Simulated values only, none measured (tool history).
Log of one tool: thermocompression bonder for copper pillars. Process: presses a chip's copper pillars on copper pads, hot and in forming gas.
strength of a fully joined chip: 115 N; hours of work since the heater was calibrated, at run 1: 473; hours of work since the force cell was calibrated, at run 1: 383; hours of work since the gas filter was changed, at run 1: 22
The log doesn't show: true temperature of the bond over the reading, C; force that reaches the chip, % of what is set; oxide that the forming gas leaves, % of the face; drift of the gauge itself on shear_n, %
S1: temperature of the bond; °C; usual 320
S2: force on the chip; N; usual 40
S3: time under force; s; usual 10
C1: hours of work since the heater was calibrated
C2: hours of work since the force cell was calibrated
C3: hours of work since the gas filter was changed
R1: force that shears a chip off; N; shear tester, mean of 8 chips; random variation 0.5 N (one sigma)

run	hour	S1	S2	S3	C1	C2	C3	R1
1	0	320	40	10	473	383	22	75.9
2	21.9	320	40	10	489	400	39	75.6
3	37.7	320	40	10	501	412	51	74.7
4	56.4	320	40	10	515	426	65	75.3
5	77.4	320	40	10	531	442	81	74.9
6	94.6	320	40	10	544	455	94	74.1
7	109.7	320	40	10	556	466	105	73.3
# hour 113.1: heater calibrated with a thermocouple chip
8	122.3	327	29	6	7	475	113	57.2
9	143.3	327	29	6	23	490	129	56.1
10	158.8	295	54	10	35	502	141	70.8
11	175.4	320	36	15	47	515	153	77.1
12	196.1	315	35	14	63	530	169	72.7
# hour 207.2: forming gas filter changed
13	207.2	315	35	14	71	539	0	78
14	223.1	342	46	11	83	551	12	91

Hidden state or all else? Some run-to-run changes of R1, split into what the settings, what came in and random variation would give without the hidden state, and what is left for the hidden state (with any gauge scatter that isn't in both results):
Run 7 -> 8: S1 320 -> 327, S2 40 -> 29, S3 10 -> 6, heater calibrated with a thermocouple chip. R1 -16.1 N: hidden state +0.7, all else -16.8.
Run 12 -> 13: forming gas filter changed. R1 +5.3 N: hidden state +5, all else +0.3.
